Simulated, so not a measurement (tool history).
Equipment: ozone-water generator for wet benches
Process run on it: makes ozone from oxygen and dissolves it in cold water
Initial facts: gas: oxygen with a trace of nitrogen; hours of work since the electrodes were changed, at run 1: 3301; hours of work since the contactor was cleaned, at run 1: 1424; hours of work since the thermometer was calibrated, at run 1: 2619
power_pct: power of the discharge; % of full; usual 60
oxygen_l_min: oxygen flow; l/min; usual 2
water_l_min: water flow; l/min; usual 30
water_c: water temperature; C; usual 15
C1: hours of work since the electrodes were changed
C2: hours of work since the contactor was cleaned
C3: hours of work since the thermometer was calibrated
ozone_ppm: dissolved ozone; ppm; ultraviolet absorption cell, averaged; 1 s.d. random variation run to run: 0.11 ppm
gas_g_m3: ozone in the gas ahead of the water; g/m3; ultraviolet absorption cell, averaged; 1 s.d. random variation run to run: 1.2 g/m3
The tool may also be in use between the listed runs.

run 1 hour=0 | power_pct=60 oxygen_l_min=2 water_l_min=30 water_c=15 | C1=3301 C2=1424 C3=2619 | ozone_ppm=9.2 gas_g_m3=208.2
run 2 hour=99.4 | power_pct=60 oxygen_l_min=2 water_l_min=30 water_c=15 | C1=3385 C2=1507 C3=2703 | ozone_ppm=9.2 gas_g_m3=207.3
run 3 hour=241.4 | power_pct=60 oxygen_l_min=2 water_l_min=30 water_c=15 | C1=3505 C2=1627 C3=2823 | ozone_ppm=8.9 gas_g_m3=209.1
run 4 hour=346.4 | power_pct=60 oxygen_l_min=2 water_l_min=30 water_c=15 | C1=3593 C2=1716 C3=2911 | ozone_ppm=9 gas_g_m3=207.6
run 5 hour=428.9 | power_pct=60 oxygen_l_min=2 water_l_min=30 water_c=15 | C1=3663 C2=1785 C3=2981 | ozone_ppm=9.3 gas_g_m3=210.4
run 6 hour=524.2 | power_pct=60 oxygen_l_min=2 water_l_min=48 water_c=15 | C1=3743 C2=1866 C3=3061 | ozone_ppm=5.4 gas_g_m3=206.7
run 7 hour=612.6 | power_pct=47 oxygen_l_min=2 water_l_min=48 water_c=15 | C1=3818 C2=1940 C3=3136 | ozone_ppm=4.7 gas_g_m3=182.1
run 8 hour=725.2 | power_pct=53 oxygen_l_min=2 water_l_min=48 water_c=15 | C1=3913 C2=2035 C3=3231 | ozone_ppm=4.9 gas_g_m3=195.4
run 9 hour=800.9 | power_pct=53 oxygen_l_min=2 water_l_min=48 water_c=15 | C1=3977 C2=2099 C3=3294 | ozone_ppm=4.8 gas_g_m3=196
run 10 hour=938.6 | power_pct=53 oxygen_l_min=2 water_l_min=48 water_c=15 | C1=4093 C2=2215 C3=3410 | ozone_ppm=5 gas_g_m3=195
run 11 hour=1005.6 | power_pct=53 oxygen_l_min=3.29 water_l_min=48 water_c=15 | C1=4149 C2=2271 C3=3467 | ozone_ppm=5.5 gas_g_m3=140.8
run 12 hour=1154.6 | power_pct=48 oxygen_l_min=3.29 water_l_min=48 water_c=15 | C1=4275 C2=2397 C3=3593 | ozone_ppm=5.2 gas_g_m3=135.5
run 13 hour=1291.6 | power_pct=48 oxygen_l_min=3.29 water_l_min=48 water_c=15 | C1=4390 C2=2513 C3=3708 | ozone_ppm=5.2 gas_g_m3=135.5
run 14 hour=1378.2 | power_pct=48 oxygen_l_min=3.29 water_l_min=48 water_c=15 | C1=4463 C2=2586 C3=3781 | ozone_ppm=5.2 gas_g_m3=136.4
run 15 hour=1451.8 | power_pct=48 oxygen_l_min=3.29 water_l_min=48 water_c=15 | C1=4525 C2=2648 C3=3843 | ozone_ppm=5.4 gas_g_m3=134.7
run 16 hour=1530.5 | power_pct=60 oxygen_l_min=2 water_l_min=30 water_c=15 | C1=4592 C2=2714 C3=3910 | ozone_ppm=9 gas_g_m3=210.2
run 17 hour=1684.7 | power_pct=60 oxygen_l_min=2 water_l_min=30 water_c=15 | C1=4722 C2=2844 C3=4040 | ozone_ppm=9.1 gas_g_m3=210.9
run 18 hour=1764.8 | power_pct=60 oxygen_l_min=2 water_l_min=30 water_c=15 | C1=4789 C2=2911 C3=4107 | ozone_ppm=9.2 gas_g_m3=212.6
run 19 hour=1913.1 | power_pct=89 oxygen_l_min=1.39 water_l_min=29 water_c=19 | C1=4914 C2=3037 C3=4232 | ozone_ppm=10.7 gas_g_m3=332.4
run 20 hour=2045.1 | power_pct=86 oxygen_l_min=1.95 water_l_min=30 water_c=12 | C1=5026 C2=3148 C3=4343 | ozone_ppm=11.5 gas_g_m3=264.1
-- hour=2125.6 water thermometer calibrated
run 21 hour=2127.2 | power_pct=60 oxygen_l_min=1.84 water_l_min=23 water_c=15 | C1=5094 C2=3217 C3=1 | ozone_ppm=11.6 gas_g_m3=224.2
-- hour=2225.4 gauge calibrated
run 22 hour=2245.3 | power_pct=65 oxygen_l_min=2.46 water_l_min=29 water_c=21 | C1=5194 C2=3316 C3=101 | ozone_ppm=9.6 gas_g_m3=189.6
-- hour=2328.2 contactor cleaned
run 23 hour=2398.6 | power_pct=65 oxygen_l_min=2.46 water_l_min=29 water_c=21 | C1=5320 C2=59 C3=227 | ozone_ppm=10 gas_g_m3=188.8
run 24 hour=2550.9 | power_pct=69 oxygen_l_min=2.46 water_l_min=43 water_c=21 | C1=5448 C2=188 C3=355 | ozone_ppm=6.6 gas_g_m3=196
run 25 hour=2617.3 | power_pct=49 oxygen_l_min=1.37 water_l_min=42 water_c=22 | C1=5504 C2=244 C3=411 | ozone_ppm=4.7 gas_g_m3=237.6
run 26 hour=2699 | power_pct=50 oxygen_l_min=1.34 water_l_min=30 water_c=15 | C1=5573 C2=313 C3=480 | ozone_ppm=7.5 gas_g_m3=245.7
run 27 hour=2806.5 | power_pct=94 oxygen_l_min=3.51 water_l_min=30 water_c=15 | C1=5664 C2=403 C3=571 | ozone_ppm=12.7 gas_g_m3=185.7
run 28 hour=2910.9 | power_pct=69 oxygen_l_min=3.25 water_l_min=30 water_c=15 | C1=5752 C2=491 C3=659 | ozone_ppm=10.6 gas_g_m3=164.3
run 29 hour=3060.6 | power_pct=69 oxygen_l_min=3.25 water_l_min=30 water_c=15 | C1=5878 C2=618 C3=785 | ozone_ppm=10.8 gas_g_m3=167.5
run 30 hour=3144.6 | power_pct=80 oxygen_l_min=1.99 water_l_min=39 water_c=15 | C1=5949 C2=688 C3=856 | ozone_ppm=8.1 gas_g_m3=247.2
run 31 hour=3214 | power_pct=47 oxygen_l_min=2 water_l_min=45 water_c=15 | C1=6007 C2=747 C3=914 | ozone_ppm=5.1 gas_g_m3=181.8
run 32 hour=3331.7 | power_pct=44 oxygen_l_min=1.06 water_l_min=43 water_c=7 | C1=6106 C2=846 C3=1013 | ozone_ppm=4.5 gas_g_m3=265.6
run 33 hour=3459.4 | power_pct=60 oxygen_l_min=2 water_l_min=29 water_c=12 | C1=6214 C2=954 C3=1121 | ozone_ppm=9.7 gas_g_m3=209

Hidden state or all else? Some run-to-run changes of gas_g_m3, split into what the settings, what came in and random variation would give without the hidden state, and what is left for the hidden state (with any gauge scatter that isn't in both results):
Hidden state at play: yield of the discharge, % of new electrodes'; contactor's efficiency, % of a clean one's; true water temperature over the reading, C; drift of the gauge itself on ozone_ppm, %; drift of the gauge itself on gas_g_m3, %.
Run 15 -> 16: power_pct 48 -> 60, oxygen_l_min 3.29 -> 2, water_l_min 48 -> 30. gas_g_m3 +75.5 g/m3: hidden state +1.4, all else +74.1.
Run 18 -> 19: power_pct 60 -> 89, oxygen_l_min 2 -> 1.39, water_l_min 30 -> 29, water_c 15 -> 19. gas_g_m3 +119.8 g/m3: hidden state +3, all else +116.8.
Run 21 -> 22: power_pct 60 -> 65, oxygen_l_min 1.84 -> 2.46, water_l_min 23 -> 29, water_c 15 -> 21, gauge calibrated. gas_g_m3 -34.6 g/m3: hidden state -6, all else -28.6.
Run 29 -> 30: power_pct 69 -> 80, oxygen_l_min 3.25 -> 1.99, water_l_min 30 -> 39. gas_g_m3 +79.7 g/m3: hidden state +0.8, all else +78.9.
Run 31 -> 32: power_pct 47 -> 44, oxygen_l_min 2 -> 1.06, water_l_min 45 -> 43, water_c 15 -> 7. gas_g_m3 +83.8 g/m3: hidden state +1.3, all else +82.5.

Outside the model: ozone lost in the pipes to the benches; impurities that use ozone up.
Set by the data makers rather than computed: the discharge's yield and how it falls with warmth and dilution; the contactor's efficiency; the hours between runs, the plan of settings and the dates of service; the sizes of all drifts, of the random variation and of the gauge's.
